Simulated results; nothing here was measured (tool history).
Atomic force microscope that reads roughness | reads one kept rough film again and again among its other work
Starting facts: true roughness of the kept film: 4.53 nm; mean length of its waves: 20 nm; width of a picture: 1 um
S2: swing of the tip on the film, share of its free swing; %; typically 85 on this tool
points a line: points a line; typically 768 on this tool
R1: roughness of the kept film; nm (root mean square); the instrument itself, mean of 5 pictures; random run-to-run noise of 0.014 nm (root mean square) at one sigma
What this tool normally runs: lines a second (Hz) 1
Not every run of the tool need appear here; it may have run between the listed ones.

run 1 hour=0 | lines_a_second_(Hz)=1 S2=85 points_a_line=768 | R1=3.302
run 2 hour=21.6 | lines_a_second_(Hz)=1 S2=85 points_a_line=768 | R1=3.183
run 3 hour=55.2 | lines_a_second_(Hz)=1 S2=73 points_a_line=768 | R1=3.129
run 4 hour=76 | lines_a_second_(Hz)=1 S2=85 points_a_line=768 | R1=2.898
run 5 hour=103.7 | lines_a_second_(Hz)=1 S2=85 points_a_line=768 | R1=2.76
-- hour=115.2 new tip fitted
run 6 hour=128.9 | lines_a_second_(Hz)=1 S2=85 points_a_line=768 | R1=3.262
run 7 hour=149.4 | lines_a_second_(Hz)=1 S2=85 points_a_line=768 | R1=3.191
run 8 hour=164.4 | lines_a_second_(Hz)=1 S2=85 points_a_line=768 | R1=3.088
run 9 hour=192.3 | lines_a_second_(Hz)=1 S2=85 points_a_line=768 | R1=2.965
run 10 hour=226.8 | lines_a_second_(Hz)=1 S2=85 points_a_line=768 | R1=2.811
-- hour=229.8 new tip fitted
run 11 hour=251.7 | lines_a_second_(Hz)=1 S2=85 points_a_line=768 | R1=3.231
-- hour=255.7 height scale calibrated on a step standard
run 12 hour=272.4 | lines_a_second_(Hz)=1 S2=85 points_a_line=768 | R1=3.109
run 13 hour=303.8 | lines_a_second_(Hz)=1 S2=85 points_a_line=768 | R1=2.956
-- hour=325.8 height scale calibrated on a step standard, once more
run 14 hour=329.3 | lines_a_second_(Hz)=1 S2=85 points_a_line=768 | R1=2.839
run 15 hour=343.8 | lines_a_second_(Hz)=1 S2=85 points_a_line=576 | R1=2.773
-- hour=347.1 new tip fitted
run 16 hour=376.5 | lines_a_second_(Hz)=1 S2=85 points_a_line=576 | R1=3.128
run 17 hour=406.4 | lines_a_second_(Hz)=1 S2=85 points_a_line=576 | R1=2.976
run 18 hour=439.8 | lines_a_second_(Hz)=1 S2=72 points_a_line=768 | R1=2.951
-- hour=463.3 new tip fitted
run 19 hour=463.3 | lines_a_second_(Hz)=1 S2=85 points_a_line=413 | R1=3.297
run 20 hour=493.2 | lines_a_second_(Hz)=1 S2=85 points_a_line=413 | R1=3.144
run 21 hour=524 | lines_a_second_(Hz)=1 S2=85 points_a_line=413 | R1=2.99
run 22 hour=546 | lines_a_second_(Hz)=1 S2=85 points_a_line=413 | R1=2.901
run 23 hour=564.4 | lines_a_second_(Hz)=2.02 S2=64 points_a_line=413 | R1=2.874
-- hour=579.4 new tip fitted
run 24 hour=592.9 | lines_a_second_(Hz)=2.02 S2=64 points_a_line=413 | R1=3.335
run 25 hour=616.7 | lines_a_second_(Hz)=0.99 S2=74 points_a_line=264 | R1=3.156
run 26 hour=647.9 | lines_a_second_(Hz)=1.17 S2=74 points_a_line=264 | R1=2.976
run 27 hour=680.5 | lines_a_second_(Hz)=1.17 S2=74 points_a_line=264 | R1=2.814
-- hour=693.3 new tip fitted
run 28 hour=716.6 | lines_a_second_(Hz)=1.17 S2=74 points_a_line=264 | R1=3.201
run 29 hour=739.6 | lines_a_second_(Hz)=2.34 S2=74 points_a_line=664 | R1=2.987
run 30 hour=769.2 | lines_a_second_(Hz)=2.78 S2=85 points_a_line=768 | R1=2.53
run 31 hour=787.6 | lines_a_second_(Hz)=1 S2=85 points_a_line=554 | R1=2.85
-- hour=808.9 new tip fitted
run 32 hour=814.7 | lines_a_second_(Hz)=1 S2=85 points_a_line=554 | R1=3.287
run 33 hour=829.6 | lines_a_second_(Hz)=1.63 S2=82 points_a_line=700 | R1=3.081
run 34 hour=851.7 | lines_a_second_(Hz)=1.5 S2=73 points_a_line=371 | R1=3.108
run 35 hour=875.2 | lines_a_second_(Hz)=1.5 S2=73 points_a_line=371 | R1=2.992
run 36 hour=905.7 | lines_a_second_(Hz)=0.79 S2=86 points_a_line=371 | R1=2.859

Below, some changes in R1 between adjacent runs. For each, the amount present without the hidden state too (settings, incoming material, random variation) and the amount remaining for the hidden state with gauge scatter not shared by both compared results:
The hidden state here: radius of the tip, nm; height scale over the true one, %; drift of the gauge itself on roughness_nm, %.
Run 5 -> 6: new tip fitted. R1 +0.502 nm (root mean square): hidden state +0.477, all else +0.025.
Run 18 -> 19: S2 72 -> 85, points a line 768 -> 413, new tip fitted. R1 +0.346 nm (root mean square): hidden state +0.52, all else -0.174.
Run 23 -> 24: new tip fitted. R1 +0.461 nm (root mean square): hidden state +0.427, all else +0.034.
Run 29 -> 30: lines a second (Hz) 2.34 -> 2.78, S2 74 -> 85, points a line 664 -> 768. R1 -0.457 nm (root mean square): hidden state -0.094, all else -0.363.
Run 31 -> 32: new tip fitted. R1 +0.437 nm (root mean square): hidden state +0.438, all else -0.001.
